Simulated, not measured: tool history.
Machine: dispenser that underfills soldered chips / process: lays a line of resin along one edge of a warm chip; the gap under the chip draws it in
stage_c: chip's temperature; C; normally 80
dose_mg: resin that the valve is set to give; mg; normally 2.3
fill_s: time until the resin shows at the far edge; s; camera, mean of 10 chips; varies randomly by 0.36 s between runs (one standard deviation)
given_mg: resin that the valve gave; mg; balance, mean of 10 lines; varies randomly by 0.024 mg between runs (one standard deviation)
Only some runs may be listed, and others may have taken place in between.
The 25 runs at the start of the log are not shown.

| run | hour | stage_c | dose_mg | fill_s | given_mg |
|---|---|---|---|---|---|
|  | 233.8 | new syringe of resin |
| 26 | 237.2 | 85 | 2.05 | 16.3 | 1.87 |
|  | 247.8 | new syringe of resin |
| 27 | 250.7 | 69 | 2.21 | 35.8 | 2 |
|  | 259.2 | dispensing valve cleaned and set on the balance |
| 28 | 262 | 69 | 2.21 | 54.9 | 2.24 |
|  | 263.6 | new syringe of resin |
| 29 | 270 | 69 | 2.84 | 39 | 2.8 |
|  | 277.2 | new syringe of resin |
| 30 | 284.3 | 69 | 2.84 | 40.1 | 2.82 |
|  | 290.8 | new syringe of resin |
| 31 | 297.2 | 69 | 2.84 | 39.7 | 2.73 |
| 32 | 303.9 | 69 | 2.84 | 54.3 | 2.8 |
|  | 305.2 | new syringe of resin |
| 33 | 314.6 | 65 | 2.35 | 57.2 | 2.28 |
|  | 319.2 | new syringe of resin |
| 34 | 323.7 | 77 | 2.43 | 23.5 | 2.31 |

Alternative continuations, all from the tool just after run 34; predict every row:
| A | 329.9 | 84 | 2.06 | ? | ? |
| B | 329.9 | 67 | 2.65 | ? | ? |
| C | 329.9 | 76 | 2.49 | ? | ? |
| D | 329.9 | 90 | 2.56 | ? | ? |
| E | 329.9 | 73 | 2.92 | ? | ? |

| run | fill_s | given_mg |
|---|---|---|
| A | 23 | 1.98 |
| B | 51.9 | 2.54 |
| C | 33.2 | 2.38 |
| D | 17.1 | 2.45 |
| E | 38.5 | 2.8 |
The same runs, with their run-to-run variation unchanged, on a tool lacking any hidden condition would have given:
| run | fill_s | given_mg |
|---|---|---|
| A | 16.4 | 2.04 |
| B | 37.9 | 2.62 |
| C | 24.1 | 2.46 |
| D | 12.4 | 2.53 |
| E | 28.1 | 2.89 |

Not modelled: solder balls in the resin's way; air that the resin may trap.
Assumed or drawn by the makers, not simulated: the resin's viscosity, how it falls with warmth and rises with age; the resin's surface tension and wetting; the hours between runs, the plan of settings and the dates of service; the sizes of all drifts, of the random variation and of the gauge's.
